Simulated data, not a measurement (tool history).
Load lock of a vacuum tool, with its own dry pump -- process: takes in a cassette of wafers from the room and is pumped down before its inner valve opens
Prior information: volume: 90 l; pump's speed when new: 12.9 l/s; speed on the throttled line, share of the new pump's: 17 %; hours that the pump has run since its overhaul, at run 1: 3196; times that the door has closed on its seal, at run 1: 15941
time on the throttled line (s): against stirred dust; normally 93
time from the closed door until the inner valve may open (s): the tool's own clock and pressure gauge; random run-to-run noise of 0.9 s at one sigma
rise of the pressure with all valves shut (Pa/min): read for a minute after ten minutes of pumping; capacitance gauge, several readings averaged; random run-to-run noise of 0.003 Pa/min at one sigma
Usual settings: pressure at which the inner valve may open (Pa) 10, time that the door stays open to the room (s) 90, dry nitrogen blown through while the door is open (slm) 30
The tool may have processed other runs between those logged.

run    hour  time on the throttled line (s)  pressure at which the inner valve may open (Pa)  time that the door stays open to the room (s)  dry nitrogen blown through while the door is open (slm)  hours that the pump has run since its overhaul  times that the door has closed on its seal  incoming humidity of the room's air, %  time from the closed door until the inner valve may open (s)  rise of the pressure with all valves shut (Pa/min)
  1       0                              93                                               10                                             90                                                       30                                            3196                                       15941                                    46.2                                                         143.6                                               0.171
  2   246.3                              93                                               10                                             90                                                       22                                            3443                                       16625                                    42.8                                                         142.5                                               0.192
  3   541.1                              93                                               10                                             90                                                       22                                            3737                                       17444                                    44.8                                                         143.4                                               0.206
  4   855.4                              93                                               10                                             90                                                       22                                            4052                                       18317                                    41.4                                                         143.6                                               0.216
  5  1179.3                              93                                               15                                             90                                                       30                                            4376                                       19218                                    43.4                                                         140.5                                               0.229
  6  1435.8                              93                                               10                                             90                                                       30                                            4632                                       19930                                    44.6                                                         144.1                                               0.237
  7    1597                              93                                               10                                             90                                                       30                                            4793                                       20378                                    48.5                                                         143.9                                               0.247
  8  1867.4                              93                                               10                                             90                                                       30                                            5064                                       21129                                      43                                                         144.1                                               0.262
  9  2077.2                              93                                               10                                            166                                                       30                                            5273                                       21713                                    49.1                                                         143.5                                               0.289
 10  2338.4                              93                                               10                                            166                                                       30                                            5535                                       22438                                    45.6                                                         144.8                                               0.294
 11    2682                              93                                               10                                            166                                                       30                                            5878                                       23393                                    44.1                                                         145.2                                               0.313
 12  2945.8                              93                                               10                                            166                                                       30                                            6142                                       24126                                    45.6                                                         143.8                                               0.328
 13  3150.3                              93                                               10                                            166                                                       30                                            6347                                       24695                                    47.9                                                         144.9                                               0.352
 14  3484.7                              93                                               10                                            166                                                       30                                            6681                                       25624                                    45.8                                                         143.9                                               0.365
 15  3800.5                              88                                               10                                            166                                                       30                                            6997                                       26501                                    44.3                                                         138.8                                               0.386
 16  4140.9                              88                                               10                                            166                                                        8                                            7337                                       27447                                    44.9                                                         141.7                                               0.424
 17  4316.1                              88                                               10                                             58                                                        8                                            7512                                       27934                                    44.9                                                         140.4                                               0.427
 18  4653.5                              93                                                8                                             90                                                       30                                            7850                                       28871                                    45.5                                                         146.3                                               0.427
 19  4951.5                              67                                                9                                            176                                                       30                                            8148                                       29699                                    44.9                                                         124.9                                                0.44
 20  5162.6                             178                                               10                                            124                                                       30                                            8359                                       30286                                    48.1                                                         215.3                                               0.467
 21  5320.6                             178                                               10                                            124                                                       30                                            8517                                       30725                                    46.1                                                           214                                               0.475
 22  5470.1                             178                                               10                                            124                                                       30                                            8666                                       31140                                    48.2                                                         217.5                                               0.492
 23  5725.1                             178                                               10                                            124                                                        8                                            8921                                       31849                                      47                                                           215                                               0.528
 24  5912.6                             178                                               10                                            124                                                        8                                            9109                                       32370                                    45.2                                                         214.2                                               0.524
 25  6075.9                             178                                               10                                            124                                                        8                                            9272                                       32824                                    47.4                                                         216.8                                               0.557
 26  6271.8                              93                                               19                                             90                                                       17                                            9468                                       33368                                    49.1                                                         142.1                                               0.556
 27  6436.7                              93                                               19                                             90                                                       17                                            9633                                       33826                                    41.1                                                         142.3                                               0.557
 28  6590.8                              93                                               10                                             58                                                       23                                            9787                                       34255                                      45                                                         146.4                                               0.558
     6621.1  -- door's seal changed, seat wiped
 29  6821.6                             181                                               10                                             67                                                       29                                           10016                                         557                                      42                                                         217.7                                               0.024
 30  7134.2                              76                                               10                                             90                                                       12                                           10329                                        1425                                    44.7                                                         134.6                                               0.046
 31  7370.8                              76                                               10                                             90                                                       12                                           10566                                        2083                                    45.5                                                           133                                               0.051
 32  7578.8                              76                                               15                                            142                                                       31                                           10774                                        2661                                    46.8                                                         129.8                                               0.048
 33  7829.6                              76                                               15                                            142                                                       31                                           11024                                        3358                                    45.9                                                         130.5                                                0.05
 34  8005.8                              93                                               10                                             43                                                       42                                           11201                                        3847                                    44.8                                                         147.8                                               0.039
 35  8368.4                             136                                               10                                             29                                                       42                                           11563                                        4855                                    45.5                                                         182.1                                               0.046
 36  8613.4                              64                                               10                                             40                                                       31                                           11808                                        5536                                    48.7                                                         122.7                                               0.049

Alternative continuations, all from the tool just after run 36; predict every row:
  A  8874.6                              64                                               11                                             40                                                        5                                           12069                                        6261                                      45                                                             ?                                                   ?
  B  8874.6                              93                                               17                                             82                                                       30                                           12069                                        6261                                    41.4                                                             ?                                                   ?
  C  8874.6                              64                                               13                                             40                                                       45                                           12069                                        6261                                      46                                                             ?                                                   ?

run  time from the closed door until the inner valve may open (s)  rise of the pressure with all valves shut (Pa/min)
  A                                                         125.8                                               0.074
  B                                                         144.6                                               0.065
  C                                                         121.8                                               0.057
With no hidden state in the tool, these same runs would have given:
run  time from the closed door until the inner valve may open (s)  rise of the pressure with all valves shut (Pa/min)
  A                                                         119.4                                               0.033
  B                                                         139.2                                               0.023
  C                                                         115.5                                               0.015
